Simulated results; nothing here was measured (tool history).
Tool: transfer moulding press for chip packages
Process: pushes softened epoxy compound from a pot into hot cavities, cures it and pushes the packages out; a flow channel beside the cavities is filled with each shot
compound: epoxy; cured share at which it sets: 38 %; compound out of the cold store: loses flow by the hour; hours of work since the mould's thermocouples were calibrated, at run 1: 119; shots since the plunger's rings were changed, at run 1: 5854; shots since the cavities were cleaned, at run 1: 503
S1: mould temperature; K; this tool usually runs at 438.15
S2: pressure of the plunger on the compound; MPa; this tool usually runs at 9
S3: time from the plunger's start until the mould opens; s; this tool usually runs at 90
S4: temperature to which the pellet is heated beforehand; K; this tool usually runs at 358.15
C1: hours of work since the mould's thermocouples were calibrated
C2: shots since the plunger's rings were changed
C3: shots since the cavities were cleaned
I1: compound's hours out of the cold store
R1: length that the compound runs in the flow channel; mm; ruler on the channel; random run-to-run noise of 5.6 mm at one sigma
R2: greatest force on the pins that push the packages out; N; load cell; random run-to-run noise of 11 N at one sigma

run,hour,S1,S2,S3,S4,C1,C2,C3,I1,R1,R2
1,0,438.15,9,90,358.15,119,5854,503,28.9,577,624
2,11.5,438.15,9,90,358.15,128,6033,682,10.7,625,687
3,22,438.15,9,90,358.15,136,6196,845,41.4,550,691
# hour 30.4: cavities cleaned with cleaning compound and waxed
# hour 36.2: plunger's sealing rings changed
4,36.4,438.15,9,90,356.15,144,4,54,23.2,633,553
5,44.2,438.15,9,90,356.15,150,126,176,35.2,605,565
6,49.9,438.15,8.09,90,358.15,155,214,264,32.7,572,568
7,55.2,438.15,8.09,90,358.15,159,297,347,46.8,548,614
8,61.5,438.15,8.09,90,358.15,164,396,446,25.6,589,639
9,71.5,438.15,8.09,90,358.15,172,551,601,25.4,585,667
10,77.9,438.15,8.36,90,358.15,177,650,700,31.6,586,668
11,84.5,438.15,8.36,90,358.15,182,754,804,12.9,638,718
# hour 95.5: cavities cleaned with cleaning compound and waxed
12,95.9,438.15,9,84,358.15,190,908,8,28.8,614,532
13,104.1,438.15,9,84,358.15,196,1035,135,45.8,576,594
14,112.4,438.15,9,90,367.15,203,1164,264,27.4,617,577
15,124,438.15,9,90,367.15,212,1345,445,21.3,632,638
16,133.9,438.15,9,102,367.15,219,1499,599,17.3,642,598
17,145.4,441.15,9,102,368.15,228,1678,778,21.1,625,595
18,151.7,441.15,9,102,368.15,233,1776,876,13,639,617
# hour 158.3: cavities cleaned with cleaning compound and waxed
19,163.2,441.15,9,102,368.15,241,1932,77,12.5,644,460
20,169,437.15,9,80,358.15,246,2022,167,17.8,633,786
21,175,432.15,9.28,79,367.15,250,2115,260,16.3,669,1187
22,182.8,432.15,9.28,79,367.15,256,2237,382,41.8,593,1129
23,190.4,432.15,7.79,79,356.15,262,2355,500,41.3,552,1260
24,197.9,432.15,7.79,79,356.15,268,2472,617,11.6,620,1530
25,208.2,432.15,7.79,79,356.15,276,2632,777,8.8,630,1479
# hour 221.2: cavities cleaned with cleaning compound and waxed
26,221.9,438.15,9.93,90,361.15,286,2822,10,16.2,678,530
27,230.7,438.15,9.93,90,361.15,293,2959,147,23.2,636,562
28,240.9,434.15,8.7,88,361.15,301,3118,306,28.7,607,795
29,253.1,437.15,9,90,358.15,310,3307,495,40.6,562,670

What if the next run were any one of these 3? Each begins from the tool's condition after run 29:
A,264.8,438.15,8.53,90,353.15,319,3491,679,19.9,?,?
B,264.8,432.15,9.94,90,348.15,319,3491,679,36.4,?,?
C,264.8,438.15,9,90,367.15,319,3491,679,39.4,?,?

run,R1,R2
A,604,709
B,619,1033
C,570,673
What these runs would have given with no unlogged condition in the tool:
run,R1,R2
A,630,521
B,646,757
C,595,496
